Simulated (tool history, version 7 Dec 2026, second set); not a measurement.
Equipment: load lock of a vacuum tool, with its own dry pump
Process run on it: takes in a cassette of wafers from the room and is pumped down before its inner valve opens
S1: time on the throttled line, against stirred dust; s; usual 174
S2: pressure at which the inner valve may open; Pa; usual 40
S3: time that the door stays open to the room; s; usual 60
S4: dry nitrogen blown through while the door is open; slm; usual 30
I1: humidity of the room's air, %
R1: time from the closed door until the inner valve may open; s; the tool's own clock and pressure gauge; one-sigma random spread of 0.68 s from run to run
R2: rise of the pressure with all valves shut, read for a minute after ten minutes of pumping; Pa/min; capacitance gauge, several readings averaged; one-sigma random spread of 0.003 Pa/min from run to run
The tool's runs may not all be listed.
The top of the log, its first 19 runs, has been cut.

run,day,S1,S2,S3,S4,I1,R1,R2
20,303.967,174,59,43,30,43.4,275.2,0.272
21,323.900,174,36,26,30,44.3,286.0,0.277
# day 325.783: door's seal changed, seat wiped
22,343.267,104,35,46,14,41.0,235.6,0.022
23,353.075,104,35,46,14,44.9,236.4,0.023
24,364.429,121,40,60,10,46.5,246.3,0.037
25,381.908,121,40,60,10,46.8,247.9,0.043
# day 389.054: dry pump taken out, an overhauled one fitted
26,394.950,121,40,30,10,45.0,229.3,0.034
27,404.842,121,47,60,30,44.4,225.5,0.026
28,422.104,121,47,60,30,47.8,225.5,0.031
29,438.975,121,47,230,30,48.0,226.6,0.051
30,452.512,121,47,230,30,49.2,226.4,0.051
31,472.967,121,47,109,7,44.6,226.5,0.075
32,496.033,217,50,43,7,45.0,299.8,0.059
33,508.121,174,46,32,40,44.8,267.5,0.048
34,528.433,144,35,60,30,45.2,249.8,0.055
35,549.267,144,35,60,30,44.0,249.3,0.061
36,559.650,296,56,40,8,46.6,356.3,0.073

Predict each of these 3 candidate next runs independently; none follows another, all start after run 36:
A,574.142,304,32,87,8,41.4,?,?
B,574.142,273,56,40,8,40.9,?,?
C,574.142,296,32,40,8,47.2,?,?

run,R1,R2
A,373.0,0.092
B,338.7,0.076
C,365.4,0.083
Take away the tool's hidden state, keep each run's random variation, and the runs would have read:
run,R1,R2
A,371.1,0.035
B,337.2,0.020
C,363.8,0.027

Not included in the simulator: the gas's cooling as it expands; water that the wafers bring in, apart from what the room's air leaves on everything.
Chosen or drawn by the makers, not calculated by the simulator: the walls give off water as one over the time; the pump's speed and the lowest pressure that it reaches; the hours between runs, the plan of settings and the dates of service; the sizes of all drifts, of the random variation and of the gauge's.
